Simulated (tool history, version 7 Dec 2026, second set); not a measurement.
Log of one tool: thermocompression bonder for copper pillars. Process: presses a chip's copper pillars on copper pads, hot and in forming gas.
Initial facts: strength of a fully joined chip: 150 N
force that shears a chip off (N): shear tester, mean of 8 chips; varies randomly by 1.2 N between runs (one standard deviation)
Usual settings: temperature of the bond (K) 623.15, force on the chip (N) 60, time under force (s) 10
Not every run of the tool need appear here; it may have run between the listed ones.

run,hour,temperature of the bond (K),force on the chip (N),time under force (s),force that shears a chip off (N)
1,0,623.15,60,10,98
2,62.8,623.15,60,10,97
3,91.6,623.15,60,10,96.2
4,138.9,603.15,60,10,86.5
5,185.6,603.15,60,10,86.8
6,247.9,603.15,60,10,85.6
7,305.9,603.15,60,10,83
8,363.9,623.15,58,10,95.9
9,397.1,623.15,60,10,97
10,428,623.15,60,10,96.8
11,477.3,594.15,60,10,73.3
12,524.1,623.15,60,10,94.2
13,550.4,649.15,60,10,112.9
14,579.7,649.15,60,10,112.8
15,622,623.15,60,10,91.2
16,683.6,623.15,60,10,93.9
17,746.2,623.15,60,10,104.4
18,794.2,623.15,60,10,101.5
19,832.7,623.15,60,10,100.2
20,883.4,596.15,60,10,75
21,945.3,623.15,39,10,71.4
22,973.9,622.15,71,13,111.6
23,1015.5,622.15,71,13,112.3
24,1070.5,622.15,71,13,110.6
25,1108.8,623.15,37,10,63.1
26,1138.9,623.15,47,10,86.5
27,1164.8,623.15,74,12,115.6
28,1201.7,623.15,74,12,113.4
29,1240,650.15,37,12,94.9
30,1288.5,650.15,37,12,92.7
31,1318.2,650.15,37,12,92.3
32,1345.3,650.15,37,12,101.3
33,1388.7,635.15,36,9,79.4
34,1436.9,623.15,45,10,86.1
35,1494.1,652.15,60,5,105.6
36,1541.1,599.15,60,14,89.7
37,1590.5,608.15,55,10,81.8
38,1644.1,608.15,55,10,80.2

Not shown here: 5 entries made in the log between runs. Locate each between two listed runs and compare the hidden state at the listed run before it with the hidden state at the listed run after it:
After run 3, before run 4: forming gas filter changed (hour 101.7)
  true temperature of the bond over the reading, C: -3.8 -> -4.2; force that reaches the chip, % of what is set: 96.9 -> 96.7; oxide that the forming gas leaves, % of the face: 9.23 -> 1.19
  measured result minus the result with no hidden state, force that shears a chip off (N): -14.3 -> -6.5
After run 15, before run 16: force cell calibrated (hour 658.5)
  true temperature of the bond over the reading, C: -7.5 -> -7.9; force that reaches the chip, % of what is set: 94.7 -> 98.8; oxide that the forming gas leaves, % of the face: 9.54 -> 10.59
  measured result minus the result with no hidden state, force that shears a chip off (N): -18.7 -> -18.2
After run 16, before run 17: forming gas filter changed (hour 716.5)
  true temperature of the bond over the reading, C: -7.9 -> -8.3; force that reaches the chip, % of what is set: 98.8 -> 98.5; oxide that the forming gas leaves, % of the face: 10.59 -> 1.02
  measured result minus the result with no hidden state, force that shears a chip off (N): -18.2 -> -8.6
After run 25, before run 26: heater calibrated with a thermocouple chip (hour 1115.2)
  true temperature of the bond over the reading, C: -10.9 -> -1.3; force that reaches the chip, % of what is set: 97.1 -> 97; oxide that the forming gas leaves, % of the face: 7.18 -> 7.68
  measured result minus the result with no hidden state, force that shears a chip off (N): -15.1 -> -9.7
After run 31, before run 32: forming gas filter changed (hour 1330.6)
  true temperature of the bond over the reading, C: -2.6 -> -2.8; force that reaches the chip, % of what is set: 96.3 -> 96.2; oxide that the forming gas leaves, % of the face: 10.76 -> 0.94
  measured result minus the result with no hidden state, force that shears a chip off (N): -15.1 -> -5.1
